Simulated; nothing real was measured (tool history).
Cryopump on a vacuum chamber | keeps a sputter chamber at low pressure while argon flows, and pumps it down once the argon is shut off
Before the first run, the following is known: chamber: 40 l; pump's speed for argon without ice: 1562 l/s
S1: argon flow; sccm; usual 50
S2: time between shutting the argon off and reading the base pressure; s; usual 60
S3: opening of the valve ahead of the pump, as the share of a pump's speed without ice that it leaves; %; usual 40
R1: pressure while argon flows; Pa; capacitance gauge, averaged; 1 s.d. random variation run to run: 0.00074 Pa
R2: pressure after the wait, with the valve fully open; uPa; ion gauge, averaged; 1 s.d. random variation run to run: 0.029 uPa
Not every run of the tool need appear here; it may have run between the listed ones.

{"run": 1, "hour": 0.0, "S1": 50, "S2": 60, "S3": 40, "R1": 0.138, "R2": 2.92}
{"run": 2, "hour": 24.0, "S1": 50, "S2": 60, "S3": 22, "R1": 0.2505, "R2": 3.06}
{"run": 3, "hour": 53.1, "S1": 50, "S2": 52, "S3": 40, "R1": 0.1405, "R2": 3.25}
{"run": 4, "hour": 87.7, "S1": 50, "S2": 55, "S3": 40, "R1": 0.1387, "R2": 3.25}
{"run": 5, "hour": 122.0, "S1": 50, "S2": 55, "S3": 40, "R1": 0.1402, "R2": 3.19}
{"run": 6, "hour": 163.7, "S1": 50, "S2": 55, "S3": 40, "R1": 0.1412, "R2": 3.3}
{"run": 7, "hour": 197.2, "S1": 50, "S2": 55, "S3": 40, "R1": 0.1404, "R2": 3.37}
{"run": 8, "hour": 238.0, "S1": 50, "S2": 55, "S3": 40, "R1": 0.1405, "R2": 3.42}
{"run": 9, "hour": 267.4, "S1": 50, "S2": 60, "S3": 24, "R1": 0.232, "R2": 3.41}
{"run": 10, "hour": 293.2, "S1": 50, "S2": 60, "S3": 50, "R1": 0.1137, "R2": 3.31}
{"run": 11, "hour": 335.9, "S1": 50, "S2": 60, "S3": 50, "R1": 0.1154, "R2": 3.47}
{"run": 12, "hour": 381.8, "S1": 50, "S2": 60, "S3": 50, "R1": 0.1139, "R2": 3.57}
{"run": 13, "hour": 426.4, "S1": 50, "S2": 60, "S3": 40, "R1": 0.1428, "R2": 3.44}
{"run": 14, "hour": 463.3, "S1": 50, "S2": 60, "S3": 40, "R1": 0.1432, "R2": 3.73}
{"run": 15, "hour": 491.4, "S1": 50, "S2": 256, "S3": 40, "R1": 0.143, "R2": 2.73}
{"run": 16, "hour": 513.9, "S1": 50, "S2": 256, "S3": 40, "R1": 0.1433, "R2": 2.84}
{"run": 17, "hour": 541.9, "S1": 71, "S2": 80, "S3": 40, "R1": 0.2016, "R2": 3.52}
{"run": 18, "hour": 580.1, "S1": 65, "S2": 80, "S3": 24, "R1": 0.306, "R2": 3.54}
{"run": 19, "hour": 611.1, "S1": 50, "S2": 80, "S3": 47, "R1": 0.1234, "R2": 3.5}
{"run": 20, "hour": 641.1, "S1": 50, "S2": 80, "S3": 47, "R1": 0.1242, "R2": 3.59}
{"run": 21, "hour": 685.7, "S1": 99, "S2": 84, "S3": 40, "R1": 0.2866, "R2": 3.65}
{"run": 22, "hour": 719.9, "S1": 99, "S2": 84, "S3": 40, "R1": 0.2875, "R2": 3.76}
{"run": 23, "hour": 761.4, "S1": 35, "S2": 65, "S3": 40, "R1": 0.1018, "R2": 4.05}
{"run": 24, "hour": 791.6, "S1": 38, "S2": 61, "S3": 40, "R1": 0.1125, "R2": 4.15}
{"run": 25, "hour": 837.5, "S1": 38, "S2": 61, "S3": 40, "R1": 0.1112, "R2": 4.33}
{"hour": 846.5, "done": "leaking fittings of the chamber tightened, without venting"}
{"run": 26, "hour": 867.5, "S1": 38, "S2": 61, "S3": 40, "R1": 0.1118, "R2": 1.44}
{"run": 27, "hour": 905.1, "S1": 50, "S2": 155, "S3": 15, "R1": 0.3729, "R2": 0.78}
{"run": 28, "hour": 930.9, "S1": 50, "S2": 155, "S3": 15, "R1": 0.3711, "R2": 0.82}
{"run": 29, "hour": 971.5, "S1": 50, "S2": 155, "S3": 15, "R1": 0.3726, "R2": 0.86}

Below are 4 alternative next runs, each starting from the tool's condition after run 29. Predict each:
{"hour": 998.2, "done": "pump warmed up, emptied and cooled again"}
{"run": "A", "hour": 1012.3, "S1": 50, "S2": 200, "S3": 40, "R1": "?", "R2": "?"}
{"hour": 998.2, "done": "pump warmed up, emptied and cooled again"}
{"run": "B", "hour": 1012.3, "S1": 50, "S2": 61, "S3": 15, "R1": "?", "R2": "?"}
{"hour": 998.2, "done": "pump warmed up, emptied and cooled again"}
{"run": "C", "hour": 1012.3, "S1": 67, "S2": 288, "S3": 25, "R1": "?", "R2": "?"}
{"hour": 998.2, "done": "pump warmed up, emptied and cooled again"}
{"run": "D", "hour": 1012.3, "S1": 87, "S2": 60, "S3": 40, "R1": "?", "R2": "?"}

run=A R1=0.1383 R2=0.77
run=B R1=0.3642 R2=1.63
run=C R1=0.2924 R2=0.64
run=D R1=0.2383 R2=1.56
Without the tool's hidden state the same runs would have given:
run=A R1=0.1367 R2=0.58
run=B R1=0.3625 R2=1.43
run=C R1=0.2902 R2=0.45
run=D R1=0.2354 R2=1.38
